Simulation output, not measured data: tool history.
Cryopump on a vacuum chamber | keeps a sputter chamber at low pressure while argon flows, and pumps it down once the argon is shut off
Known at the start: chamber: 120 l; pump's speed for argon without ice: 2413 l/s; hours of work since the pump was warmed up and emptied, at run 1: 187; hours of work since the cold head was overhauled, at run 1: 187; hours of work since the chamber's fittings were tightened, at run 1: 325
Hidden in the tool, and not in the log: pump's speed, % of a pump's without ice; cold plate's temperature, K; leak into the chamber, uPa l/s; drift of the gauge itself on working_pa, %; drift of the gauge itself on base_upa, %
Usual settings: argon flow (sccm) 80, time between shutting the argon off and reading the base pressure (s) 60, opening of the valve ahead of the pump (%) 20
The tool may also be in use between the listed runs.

run,hour,argon flow (sccm),time between shutting the argon off and reading the base pressure (s),opening of the valve ahead of the pump (%),hours of work since the pump was warmed up and emptied,hours of work since the cold head was overhauled,hours of work since the chamber's fittings were tightened,pressure while argon flows (Pa),pressure after the wait (uPa)
1,0,80,60,20,187,187,325,0.2867,1.01
2,13,80,60,20,196,196,335,0.2872,0.98
3,20.1,80,41,20,201,201,340,0.2836,1.34
4,35.1,80,41,20,212,212,351,0.2864,1.29
5,47.8,80,41,20,222,222,360,0.2865,1.35
6,65.3,80,41,19,234,234,373,0.3021,1.31
7,73.5,80,60,20,240,240,379,0.2864,1
8,88.9,80,84,20,252,252,390,0.2873,0.77
9,104.8,80,21,20,263,263,401,0.2877,2.35
10,121,80,21,20,275,275,413,0.2875,2.45
11,132.6,80,206,20,283,283,422,0.2879,0.5
12,149.7,80,206,20,296,296,434,0.2906,0.54
13,162.1,57,60,50,305,305,443,0.0869,1.02
14,179.2,81,34,35,317,317,456,0.1717,1.62
15,191.4,81,34,35,326,326,464,0.1723,1.62
16,198.4,80,60,34,331,331,470,0.1745,1.03
17,210,77,42,40,340,340,478,0.1445,1.37
18,218.4,77,42,40,346,346,484,0.1436,1.37
19,231.1,118,81,21,355,355,493,0.4103,0.85
20,243.1,118,81,29,364,364,502,0.3019,0.89
21,250.9,50,224,16,369,369,508,0.2254,0.52
22,267.4,50,224,16,381,381,520,0.2261,0.52
23,277.3,60,28,27,389,389,527,0.1642,1.92

Hidden state or all else? Some run-to-run changes of pressure while argon flows (Pa), split into what the settings, what came in and random variation would give without the hidden state, and what is left for the hidden state (with any gauge scatter that isn't in both results):
Run 12 -> 13: argon flow (sccm) 80 -> 57, time between shutting the argon off and reading the base pressure (s) 206 -> 60, opening of the valve ahead of the pump (%) 20 -> 50. pressure while argon flows (Pa) -0.2037: hidden state -0.0024, all else -0.2013.
Run 18 -> 19: argon flow (sccm) 77 -> 118, time between shutting the argon off and reading the base pressure (s) 42 -> 81, opening of the valve ahead of the pump (%) 40 -> 21. pressure while argon flows (Pa) +0.2667: hidden state +0.0058, all else +0.2609.
Run 20 -> 21: argon flow (sccm) 118 -> 50, time between shutting the argon off and reading the base pressure (s) 81 -> 224, opening of the valve ahead of the pump (%) 29 -> 16. pressure while argon flows (Pa) -0.0765: hidden state -0.0093, all else -0.0672.
